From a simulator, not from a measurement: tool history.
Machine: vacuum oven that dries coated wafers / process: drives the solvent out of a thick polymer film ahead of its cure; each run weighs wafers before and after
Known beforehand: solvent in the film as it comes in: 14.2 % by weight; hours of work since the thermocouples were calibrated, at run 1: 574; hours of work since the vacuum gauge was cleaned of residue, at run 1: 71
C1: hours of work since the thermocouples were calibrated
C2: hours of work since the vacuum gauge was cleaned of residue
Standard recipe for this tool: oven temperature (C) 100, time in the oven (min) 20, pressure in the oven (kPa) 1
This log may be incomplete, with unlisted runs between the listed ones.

Run 1, hour 0: usual settings; C1 574; C2 71. Result: solvent left in the film (%) 3.12.
Run 2, hour 13.5: usual settings; C1 582; C2 78. Result: solvent left in the film (%) 3.11.
Run 3, hour 21.4: usual settings; C1 586; C2 83. Result: solvent left in the film (%) 3.08.
Run 4, hour 32.3: usual settings but pressure in the oven (kPa) 1.91; C1 592; C2 88. Result: solvent left in the film (%) 4.05.
Run 5, hour 41.5: usual settings but pressure in the oven (kPa) 1.91; C1 597; C2 93. Result: solvent left in the film (%) 4.03.
Run 6, hour 47.8: usual settings but pressure in the oven (kPa) 1.91; C1 600; C2 97. Result: solvent left in the film (%) 4.06.
Run 7, hour 53.8: usual settings but pressure in the oven (kPa) 1.91; C1 604; C2 100. Result: solvent left in the film (%) 4.01.
Run 8, hour 60.4: usual settings but pressure in the oven (kPa) 1.91; C1 607; C2 104. Result: solvent left in the film (%) 4.06.
At hour 62.5: vacuum gauge cleaned of residue and calibrated.
Run 9, hour 70.5: usual settings but oven temperature (C) 110; C1 612; C2 4. Result: solvent left in the film (%) 1.65.
Run 10, hour 78.1: usual settings; C1 616; C2 8. Result: solvent left in the film (%) 3.08.
Run 11, hour 88.1: usual settings but oven temperature (C) 91, time in the oven (min) 14, pressure in the oven (kPa) 3.69; C1 622; C2 14. Result: solvent left in the film (%) 9.11.
Run 12, hour 98: usual settings but oven temperature (C) 91, time in the oven (min) 14, pressure in the oven (kPa) 3.69; C1 627; C2 19. Result: solvent left in the film (%) 9.13.
At hour 105.8: vacuum gauge cleaned of residue and calibrated, once more.
Run 13, hour 105.8: usual settings but oven temperature (C) 98, time in the oven (min) 21, pressure in the oven (kPa) 3.69; C1 630; C2 0. Result: solvent left in the film (%) 6.33.
At hour 109.9: oven's thermocouples calibrated.
Run 14, hour 119: usual settings but oven temperature (C) 98, time in the oven (min) 17; C1 5; C2 6. Result: solvent left in the film (%) 4.01.
Run 15, hour 130.2: usual settings but oven temperature (C) 115, time in the oven (min) 21, pressure in the oven (kPa) 1.43; C1 11; C2 12. Result: solvent left in the film (%) 1.38.
Run 16, hour 143.8: usual settings but oven temperature (C) 111, time in the oven (min) 29, pressure in the oven (kPa) 1.25; C1 18; C2 20. Result: solvent left in the film (%) 1.25.
Run 17, hour 157.9: usual settings but oven temperature (C) 112, time in the oven (min) 29, pressure in the oven (kPa) 0.96; C1 26; C2 27. Result: solvent left in the film (%) 0.97.
Run 18, hour 170.3: usual settings but oven temperature (C) 112, time in the oven (min) 29, pressure in the oven (kPa) 0.96; C1 33; C2 34. Result: solvent left in the film (%) 0.94.
Run 19, hour 182.7: usual settings but oven temperature (C) 93, time in the oven (min) 19; C1 40; C2 41. Result: solvent left in the film (%) 4.66.
Run 20, hour 196.6: usual settings but oven temperature (C) 91, time in the oven (min) 19; C1 47; C2 48. Result: solvent left in the film (%) 5.08.

Take each entry between the runs: how does the hidden state at the last listed run before it differ from the hidden state at the first listed run after it?
Logged between run 8 and run 9: vacuum gauge cleaned of residue and calibrated (hour 62.5)
  true pressure over the reading, kPa: 0.009 -> 0.013
  what was measured, less what the result would be without the hidden state, solvent left in the film (%): -0.13 -> -0.07
Logged between run 12 and run 13: vacuum gauge cleaned of residue and calibrated, once more (hour 105.8)
  true pressure over the reading, kPa: 0.016 -> -0.001
  what was measured, less what the result would be without the hidden state, solvent left in the film (%): -0.17 -> -0.19
Logged between run 13 and run 14: oven's thermocouples calibrated (hour 109.9)
  true wafer temperature over the reading, C: 0.72 -> 0.69; true pressure over the reading, kPa: -0.001 -> 0
  what was measured, less what the result would be without the hidden state, solvent left in the film (%): -0.19 -> -0.14
